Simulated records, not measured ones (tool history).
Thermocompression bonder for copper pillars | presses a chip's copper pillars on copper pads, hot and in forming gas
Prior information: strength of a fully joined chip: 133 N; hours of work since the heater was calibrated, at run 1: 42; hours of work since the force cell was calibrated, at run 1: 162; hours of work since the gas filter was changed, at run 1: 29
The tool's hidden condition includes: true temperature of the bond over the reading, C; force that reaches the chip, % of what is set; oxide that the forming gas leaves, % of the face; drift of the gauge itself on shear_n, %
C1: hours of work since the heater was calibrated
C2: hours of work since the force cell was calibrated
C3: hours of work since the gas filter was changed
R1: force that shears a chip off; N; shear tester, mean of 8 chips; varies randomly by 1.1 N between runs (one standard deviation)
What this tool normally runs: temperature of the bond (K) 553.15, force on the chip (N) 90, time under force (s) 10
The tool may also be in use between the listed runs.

run 1 hour=0.0 | temperature_of_the_bond_(K)=553.15 force_on_the_chip_(N)=90 time_under_force_(s)=10 | C1=42 C2=162 C3=29 | R1=94.2
run 2 hour=15.0 | temperature_of_the_bond_(K)=553.15 force_on_the_chip_(N)=90 time_under_force_(s)=10 | C1=50 C2=171 C3=37 | R1=94.0
run 3 hour=31.4 | temperature_of_the_bond_(K)=553.15 force_on_the_chip_(N)=90 time_under_force_(s)=10 | C1=59 C2=180 C3=46 | R1=92.4
run 4 hour=45.5 | temperature_of_the_bond_(K)=553.15 force_on_the_chip_(N)=90 time_under_force_(s)=10 | C1=67 C2=188 C3=54 | R1=92.8
run 5 hour=55.0 | temperature_of_the_bond_(K)=553.15 force_on_the_chip_(N)=90 time_under_force_(s)=10 | C1=72 C2=193 C3=59 | R1=92.7
run 6 hour=67.7 | temperature_of_the_bond_(K)=536.15 force_on_the_chip_(N)=90 time_under_force_(s)=10 | C1=79 C2=200 C3=66 | R1=77.6
run 7 hour=82.5 | temperature_of_the_bond_(K)=553.15 force_on_the_chip_(N)=90 time_under_force_(s)=10 | C1=88 C2=208 C3=75 | R1=91.5
run 8 hour=92.6 | temperature_of_the_bond_(K)=553.15 force_on_the_chip_(N)=90 time_under_force_(s)=10 | C1=93 C2=214 C3=80 | R1=89.5
run 9 hour=103.4 | temperature_of_the_bond_(K)=553.15 force_on_the_chip_(N)=90 time_under_force_(s)=10 | C1=99 C2=220 C3=86 | R1=91.3
run 10 hour=111.0 | temperature_of_the_bond_(K)=553.15 force_on_the_chip_(N)=90 time_under_force_(s)=10 | C1=103 C2=224 C3=91 | R1=88.4
run 11 hour=123.9 | temperature_of_the_bond_(K)=545.15 force_on_the_chip_(N)=90 time_under_force_(s)=7 | C1=111 C2=231 C3=98 | R1=75.1
run 12 hour=134.6 | temperature_of_the_bond_(K)=545.15 force_on_the_chip_(N)=90 time_under_force_(s)=7 | C1=117 C2=237 C3=104 | R1=74.6
run 13 hour=150.8 | temperature_of_the_bond_(K)=545.15 force_on_the_chip_(N)=109 time_under_force_(s)=7 | C1=126 C2=246 C3=113 | R1=79.9
run 14 hour=162.5 | temperature_of_the_bond_(K)=543.15 force_on_the_chip_(N)=90 time_under_force_(s)=14 | C1=132 C2=253 C3=119 | R1=87.3
run 15 hour=179.3 | temperature_of_the_bond_(K)=556.15 force_on_the_chip_(N)=123 time_under_force_(s)=13 | C1=141 C2=262 C3=129 | R1=103.2
run 16 hour=188.8 | temperature_of_the_bond_(K)=545.15 force_on_the_chip_(N)=123 time_under_force_(s)=25 | C1=147 C2=267 C3=134 | R1=107.4
-- hour=193.2 forming gas filter changed
run 17 hour=198.3 | temperature_of_the_bond_(K)=529.15 force_on_the_chip_(N)=90 time_under_force_(s)=12 | C1=152 C2=272 C3=3 | R1=77.1

What if the next run were any one of these 3? Each begins from the tool's condition after run 17:
run A hour=211.1 | temperature_of_the_bond_(K)=528.15 force_on_the_chip_(N)=106 time_under_force_(s)=16 | C1=159 C2=280 C3=10 | R1=?
run B hour=211.1 | temperature_of_the_bond_(K)=529.15 force_on_the_chip_(N)=99 time_under_force_(s)=12 | C1=159 C2=280 C3=10 | R1=?
run C hour=211.1 | temperature_of_the_bond_(K)=566.15 force_on_the_chip_(N)=55 time_under_force_(s)=11 | C1=159 C2=280 C3=10 | R1=?

run=A R1=89.1
run=B R1=80.3
run=C R1=91.4
Take away the tool's hidden state, keep each run's random variation, and the runs would have read:
run=A R1=92.6
run=B R1=83.8
run=C R1=94.6
